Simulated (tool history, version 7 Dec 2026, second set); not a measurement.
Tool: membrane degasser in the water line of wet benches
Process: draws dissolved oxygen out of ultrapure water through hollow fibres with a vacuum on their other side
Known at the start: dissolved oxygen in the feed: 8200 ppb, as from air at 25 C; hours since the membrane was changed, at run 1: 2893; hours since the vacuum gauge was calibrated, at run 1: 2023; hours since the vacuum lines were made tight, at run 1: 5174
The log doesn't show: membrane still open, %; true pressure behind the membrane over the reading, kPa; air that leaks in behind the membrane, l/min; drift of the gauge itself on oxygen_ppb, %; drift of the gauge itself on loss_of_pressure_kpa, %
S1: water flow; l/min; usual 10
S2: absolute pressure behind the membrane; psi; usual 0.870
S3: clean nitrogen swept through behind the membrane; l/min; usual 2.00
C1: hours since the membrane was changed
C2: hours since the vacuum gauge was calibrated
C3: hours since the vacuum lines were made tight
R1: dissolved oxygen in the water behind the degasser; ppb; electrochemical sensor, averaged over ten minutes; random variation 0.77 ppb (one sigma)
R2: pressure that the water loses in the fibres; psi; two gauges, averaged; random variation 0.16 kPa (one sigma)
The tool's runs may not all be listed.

run,hour,S1,S2,S3,C1,C2,C3,R1,R2
1,0.0,10,0.870,2.00,2893,2023,5174,76.2,5.947
2,89.7,10,0.870,2.00,2983,2112,5264,75.8,5.964
3,154.9,10,0.870,2.00,3048,2178,5329,78.7,5.945
4,209.5,10,0.870,2.00,3102,2232,5383,77.2,5.951
5,251.1,10,0.870,2.00,3144,2274,5425,76.8,5.935
6,307.2,10,0.870,2.00,3200,2330,5481,77.2,5.941
7,351.8,10,0.870,2.00,3245,2375,5526,77.9,5.902
8,438.9,10,1.304,2.00,3332,2462,5613,114.6,5.987
# hour 486.0: seals of the vacuum lines changed
9,500.4,6,0.664,3.80,3391,2521,14,14.0,3.581
10,571.6,16,0.870,2.97,3463,2592,86,168.0,9.504
11,612.3,14,1.738,4.10,3503,2633,126,170.3,8.401
12,694.9,7,0.857,2.00,3586,2716,209,37.7,4.167
13,779.3,7,0.857,2.00,3670,2800,293,39.1,4.150

Forecast each of these 5 alternatives for the next run:
A,827.9,7,1.827,0.84,3719,2849,342,?,?
B,827.9,10,0.645,2.75,3719,2849,342,?,?
C,827.9,10,0.719,0.98,3719,2849,342,?,?
D,827.9,14,0.870,2.64,3719,2849,342,?,?
E,827.9,8,0.857,2.00,3719,2849,342,?,?

run,R1,R2
A,201.1,4.194
B,53.9,5.968
C,86.3,5.949
D,137.0,8.380
E,48.7,4.769
Without the tool's hidden state the same runs would have given:
run,R1,R2
A,196.0,4.086
B,47.5,5.812
C,78.6,5.793
D,124.6,8.160
E,44.5,4.643
